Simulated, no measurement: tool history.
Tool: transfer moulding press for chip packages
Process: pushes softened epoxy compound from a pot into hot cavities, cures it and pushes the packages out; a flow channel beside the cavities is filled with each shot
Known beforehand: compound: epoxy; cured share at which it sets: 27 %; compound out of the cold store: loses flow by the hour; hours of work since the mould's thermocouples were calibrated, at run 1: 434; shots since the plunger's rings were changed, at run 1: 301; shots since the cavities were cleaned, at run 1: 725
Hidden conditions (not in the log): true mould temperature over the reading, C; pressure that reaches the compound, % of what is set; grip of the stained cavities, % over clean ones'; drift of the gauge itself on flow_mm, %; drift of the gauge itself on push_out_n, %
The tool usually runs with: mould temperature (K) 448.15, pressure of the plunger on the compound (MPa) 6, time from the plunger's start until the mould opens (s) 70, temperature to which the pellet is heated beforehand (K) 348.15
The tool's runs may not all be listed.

| run | hour | mould temperature (K) | pressure of the plunger on the compound (MPa) | time from the plunger's start until the mould opens (s) | temperature to which the pellet is heated beforehand (K) | hours of work since the mould's thermocouples were calibrated | shots since the plunger's rings were changed | shots since the cavities were cleaned | incoming compound's hours out of the cold store | length that the compound runs in the flow channel (mm) | greatest force on the pins that push the packages out (N) |
|---|---|---|---|---|---|---|---|---|---|---|---|
| 1 | 0 | 448.15 | 6 | 70 | 348.15 | 434 | 301 | 725 | 21.5 | 935 | 437 |
|  | 10.8 | cavities cleaned with cleaning compound and waxed |
|  | 57.4 | cavities cleaned with cleaning compound and waxed |
| 2 | 61 | 448.15 | 6 | 70 | 348.15 | 479 | 1399 | 68 | 44.4 | 844 | 295 |
|  | 106.5 | cavities cleaned with cleaning compound and waxed |
| 3 | 135.4 | 448.15 | 6 | 55 | 348.15 | 535 | 2780 | 547 | 17.8 | 930 | 799 |
|  | 151.3 | plunger's sealing rings changed |
|  | 159.7 | mould's thermocouples calibrated |
|  | 161.2 | cavities cleaned with cleaning compound and waxed |
| 4 | 190.1 | 448.15 | 6 | 55 | 348.15 | 22 | 669 | 548 | 10.6 | 974 | 857 |
|  | 210.1 | cavities cleaned with cleaning compound and waxed |
|  | 256.7 | cavities cleaned with cleaning compound and waxed |
| 5 | 260.2 | 448.15 | 6 | 55 | 348.15 | 74 | 1939 | 67 | 20.6 | 935 | 599 |
|  | 303 | cavities cleaned with cleaning compound and waxed |
| 6 | 303 | 448.15 | 6 | 63 | 348.15 | 106 | 2720 | 0 | 47.3 | 833 | 367 |
|  | 322 | plunger's sealing rings changed |
| 7 | 342.3 | 448.15 | 6 | 63 | 348.15 | 134 | 384 | 697 | 27.3 | 912 | 590 |
|  | 355.4 | cavities cleaned with cleaning compound and waxed |
| 8 | 383.4 | 448.15 | 6 | 63 | 348.15 | 165 | 1134 | 530 | 11.8 | 968 | 571 |
|  | 402.9 | cavities cleaned with cleaning compound and waxed |
|  | 449.8 | cavities cleaned with cleaning compound and waxed |
| 9 | 449.8 | 448.15 | 6 | 63 | 348.15 | 213 | 2335 | 0 | 34.5 | 872 | 366 |
|  | 487.9 | plunger's sealing rings changed |
| 10 | 496.1 | 448.15 | 6 | 63 | 348.15 | 247 | 156 | 829 | 19.9 | 939 | 625 |
|  | 502.2 | cavities cleaned with cleaning compound and waxed |
|  | 548.8 | cavities cleaned with cleaning compound and waxed |
| 11 | 562 | 452.15 | 7.1 | 108 | 340.15 | 296 | 1347 | 251 | 31.8 | 954 | 215 |
|  | 599.3 | cavities cleaned with cleaning compound and waxed |
| 12 | 635.4 | 452.15 | 7.1 | 108 | 340.15 | 351 | 2708 | 683 | 11.4 | 1027 | 274 |
|  | 652.6 | plunger's sealing rings changed |
|  | 654.1 | cavities cleaned with cleaning compound and waxed |
| 13 | 677.3 | 454.15 | 6 | 62 | 340.15 | 380 | 438 | 438 | 24.4 | 907 | 369 |
|  | 700.4 | cavities cleaned with cleaning compound and waxed |
| 14 | 729.9 | 448.15 | 4.98 | 62 | 351.15 | 420 | 1406 | 559 | 11.1 | 880 | 589 |

Run 15, settings as shown, results not yet in. Your forecast:
|  | 751 | cavities cleaned with cleaning compound and waxed |
| 15 | 782.1 | 448.15 | 6.44 | 62 | 355.15 | 459 | 2367 | 589 | 24.2 | ? | ? |

Run 15 produced length that the compound runs in the flow channel (mm) 936, greatest force on the pins that push the packages out (N) 553.
Without the tool's hidden state the same run would have given length that the compound runs in the flow channel (mm) 955, greatest force on the pins that push the packages out (N) 373.

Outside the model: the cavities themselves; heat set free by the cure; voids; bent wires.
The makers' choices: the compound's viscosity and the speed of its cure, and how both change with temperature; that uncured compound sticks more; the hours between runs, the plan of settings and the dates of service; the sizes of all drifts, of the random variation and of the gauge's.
